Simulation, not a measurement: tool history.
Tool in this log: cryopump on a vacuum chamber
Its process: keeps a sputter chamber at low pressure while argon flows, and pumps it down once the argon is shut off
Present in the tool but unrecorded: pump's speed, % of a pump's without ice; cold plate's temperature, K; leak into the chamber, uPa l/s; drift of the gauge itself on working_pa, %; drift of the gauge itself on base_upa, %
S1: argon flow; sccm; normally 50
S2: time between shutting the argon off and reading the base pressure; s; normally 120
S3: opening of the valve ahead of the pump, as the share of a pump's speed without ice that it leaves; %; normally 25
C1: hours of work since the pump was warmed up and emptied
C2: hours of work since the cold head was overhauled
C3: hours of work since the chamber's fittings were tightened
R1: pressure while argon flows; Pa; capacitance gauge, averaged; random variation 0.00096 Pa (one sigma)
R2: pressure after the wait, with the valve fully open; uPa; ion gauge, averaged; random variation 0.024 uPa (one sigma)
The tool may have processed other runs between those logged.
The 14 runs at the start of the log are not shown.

{"run": 15, "hour": 192.1, "S1": 49, "S2": 120, "S3": 25, "C1": 301, "C2": 301, "C3": 1707, "R1": 0.2149, "R2": 2.33}
{"run": 16, "hour": 202.7, "S1": 49, "S2": 120, "S3": 25, "C1": 311, "C2": 311, "C3": 1717, "R1": 0.212, "R2": 2.24}
{"run": 17, "hour": 213.7, "S1": 50, "S2": 120, "S3": 25, "C1": 320, "C2": 320, "C3": 1726, "R1": 0.2187, "R2": 2.34}
{"run": 18, "hour": 232.5, "S1": 50, "S2": 120, "S3": 25, "C1": 337, "C2": 337, "C3": 1743, "R1": 0.2197, "R2": 2.38}
{"run": 19, "hour": 240.1, "S1": 60, "S2": 22, "S3": 38, "C1": 344, "C2": 344, "C3": 1750, "R1": 0.1797, "R2": 5.28}
{"run": 20, "hour": 254.1, "S1": 60, "S2": 22, "S3": 38, "C1": 356, "C2": 356, "C3": 1762, "R1": 0.1813, "R2": 5.41}
{"run": 21, "hour": 272.0, "S1": 36, "S2": 120, "S3": 27, "C1": 372, "C2": 372, "C3": 1778, "R1": 0.1494, "R2": 2.45}
{"hour": 289.8, "done": "pump warmed up, emptied and cooled again"}
{"run": 22, "hour": 293.4, "S1": 83, "S2": 63, "S3": 25, "C1": 3, "C2": 386, "C3": 1792, "R1": 0.3422, "R2": 2.66}
{"run": 23, "hour": 308.4, "S1": 27, "S2": 66, "S3": 21, "C1": 16, "C2": 400, "C3": 1806, "R1": 0.1319, "R2": 2.58}
{"run": 24, "hour": 323.3, "S1": 60, "S2": 182, "S3": 25, "C1": 30, "C2": 413, "C3": 1819, "R1": 0.2484, "R2": 1.83}
{"run": 25, "hour": 338.3, "S1": 60, "S2": 182, "S3": 25, "C1": 43, "C2": 426, "C3": 1832, "R1": 0.2492, "R2": 1.9}
{"run": 26, "hour": 351.1, "S1": 60, "S2": 182, "S3": 25, "C1": 54, "C2": 437, "C3": 1843, "R1": 0.2507, "R2": 1.91}
{"run": 27, "hour": 360.5, "S1": 39, "S2": 25, "S3": 21, "C1": 62, "C2": 446, "C3": 1852, "R1": 0.1909, "R2": 4.69}
{"run": 28, "hour": 376.3, "S1": 39, "S2": 25, "S3": 21, "C1": 76, "C2": 460, "C3": 1866, "R1": 0.1927, "R2": 4.77}
{"run": 29, "hour": 385.2, "S1": 39, "S2": 25, "S3": 21, "C1": 84, "C2": 467, "C3": 1873, "R1": 0.1923, "R2": 4.88}
{"run": 30, "hour": 399.9, "S1": 39, "S2": 25, "S3": 21, "C1": 97, "C2": 480, "C3": 1886, "R1": 0.1924, "R2": 4.85}
{"run": 31, "hour": 411.7, "S1": 39, "S2": 25, "S3": 21, "C1": 108, "C2": 491, "C3": 1897, "R1": 0.1943, "R2": 4.83}
{"run": 32, "hour": 421.3, "S1": 36, "S2": 97, "S3": 17, "C1": 116, "C2": 499, "C3": 1905, "R1": 0.2214, "R2": 2.45}
{"run": 33, "hour": 439.6, "S1": 36, "S2": 97, "S3": 17, "C1": 132, "C2": 515, "C3": 1922, "R1": 0.2214, "R2": 2.41}

Here are 3 independent what-if runs from the current tool condition. What would each one return?
{"run": "A", "hour": 450.0, "S1": 40, "S2": 97, "S3": 17, "C1": 141, "C2": 525, "C3": 1931, "R1": "?", "R2": "?"}
{"run": "B", "hour": 450.0, "S1": 50, "S2": 120, "S3": 20, "C1": 141, "C2": 525, "C3": 1931, "R1": "?", "R2": "?"}
{"run": "C", "hour": 450.0, "S1": 50, "S2": 54, "S3": 25, "C1": 141, "C2": 525, "C3": 1931, "R1": "?", "R2": "?"}

run=A R1=0.2478 R2=2.46
run=B R1=0.2617 R2=2.22
run=C R1=0.2104 R2=3.13
Without the tool's unlogged condition, the same runs would have read:
run=A R1=0.2435 R2=1.03
run=B R1=0.2564 R2=0.86
run=C R1=0.2051 R2=1.71

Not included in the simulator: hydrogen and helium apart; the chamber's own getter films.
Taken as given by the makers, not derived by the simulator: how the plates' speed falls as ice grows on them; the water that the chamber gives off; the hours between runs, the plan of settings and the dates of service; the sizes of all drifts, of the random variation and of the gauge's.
